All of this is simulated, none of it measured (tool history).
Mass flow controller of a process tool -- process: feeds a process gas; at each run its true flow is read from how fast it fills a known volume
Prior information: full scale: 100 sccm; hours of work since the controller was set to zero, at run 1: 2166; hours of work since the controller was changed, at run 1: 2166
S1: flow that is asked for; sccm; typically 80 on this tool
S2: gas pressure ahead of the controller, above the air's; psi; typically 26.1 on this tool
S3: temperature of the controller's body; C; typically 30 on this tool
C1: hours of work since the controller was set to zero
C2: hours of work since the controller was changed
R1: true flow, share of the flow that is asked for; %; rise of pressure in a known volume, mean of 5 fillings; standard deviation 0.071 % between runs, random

| run | day | S1 | S2 | S3 | C1 | C2 | R1 |
|---|---|---|---|---|---|---|---|
| 1 | 0.000 | 80 | 26.1 | 30 | 2166 | 2166 | 98.89 |
| 2 | 5.712 | 80 | 26.1 | 30 | 2234 | 2234 | 98.91 |
| 3 | 11.425 | 80 | 26.1 | 30 | 2301 | 2301 | 98.94 |
| 4 | 16.675 | 80 | 26.1 | 30 | 2364 | 2364 | 98.94 |
| 5 | 22.125 | 80 | 26.1 | 30 | 2428 | 2428 | 98.86 |
| 6 | 27.575 | 80 | 29.3 | 30 | 2493 | 2493 | 98.73 |
| 7 | 32.975 | 80 | 26.1 | 30 | 2556 | 2556 | 98.81 |
| 8 | 38.233 | 80 | 26.1 | 30 | 2619 | 2619 | 98.85 |
| 9 | 41.954 | 80 | 26.1 | 30 | 2663 | 2663 | 98.85 |
| 10 | 46.192 | 80 | 26.1 | 30 | 2713 | 2713 | 98.93 |
| 11 | 50.067 | 80 | 26.1 | 30 | 2759 | 2759 | 98.99 |
| 12 | 54.192 | 80 | 26.1 | 30 | 2807 | 2807 | 98.81 |
| 13 | 57.571 | 80 | 26.1 | 30 | 2847 | 2847 | 98.89 |
| 14 | 61.517 | 80 | 26.1 | 30 | 2894 | 2894 | 98.86 |
| 15 | 66.154 | 80 | 26.1 | 30 | 2949 | 2949 | 98.81 |
| 16 | 68.833 | 80 | 26.1 | 30 | 2981 | 2981 | 98.76 |
| 17 | 72.621 | 80 | 26.1 | 33 | 3025 | 3025 | 98.56 |
| 18 | 78.225 | 80 | 26.1 | 33 | 3092 | 3092 | 98.71 |
| 19 | 80.862 | 80 | 26.1 | 33 | 3123 | 3123 | 98.69 |
| 20 | 84.817 | 80 | 26.1 | 33 | 3170 | 3170 | 98.66 |
| 21 | 88.267 | 80 | 26.1 | 23 | 3211 | 3211 | 98.94 |
| 22 | 94.075 | 80 | 29.0 | 22 | 3279 | 3279 | 98.82 |
| 23 | 96.804 | 19 | 29.6 | 31 | 3312 | 3312 | 96.23 |
| 24 | 102.096 | 11 | 22.6 | 21 | 3374 | 3374 | 94.85 |
| 25 | 107.054 | 14 | 20.5 | 30 | 3433 | 3433 | 95.37 |
| 26 | 109.746 | 80 | 26.1 | 22 | 3465 | 3465 | 98.91 |
| 27 | 112.617 | 80 | 26.1 | 22 | 3499 | 3499 | 98.92 |
| 28 | 117.325 | 10 | 26.8 | 34 | 3554 | 3554 | 93.47 |
| 29 | 122.892 | 10 | 26.8 | 34 | 3620 | 3620 | 93.32 |
| 30 | 125.721 | 80 | 28.1 | 30 | 3654 | 3654 | 98.42 |
| 31 | 129.054 | 11 | 38.0 | 30 | 3693 | 3693 | 93.44 |
| 32 | 133.379 | 80 | 37.9 | 33 | 3744 | 3744 | 98.01 |
| 33 | 138.958 | 20 | 36.5 | 30 | 3810 | 3810 | 95.66 |

Run 34 has not been measured yet. What should we expect?
| 34 | 144.392 | 20 | 36.5 | 30 | 3875 | 3875 | ? |

{"run 34": {"R1": 95.61}}
Without the tool's hidden state the same run would have given R1 98.94 %.

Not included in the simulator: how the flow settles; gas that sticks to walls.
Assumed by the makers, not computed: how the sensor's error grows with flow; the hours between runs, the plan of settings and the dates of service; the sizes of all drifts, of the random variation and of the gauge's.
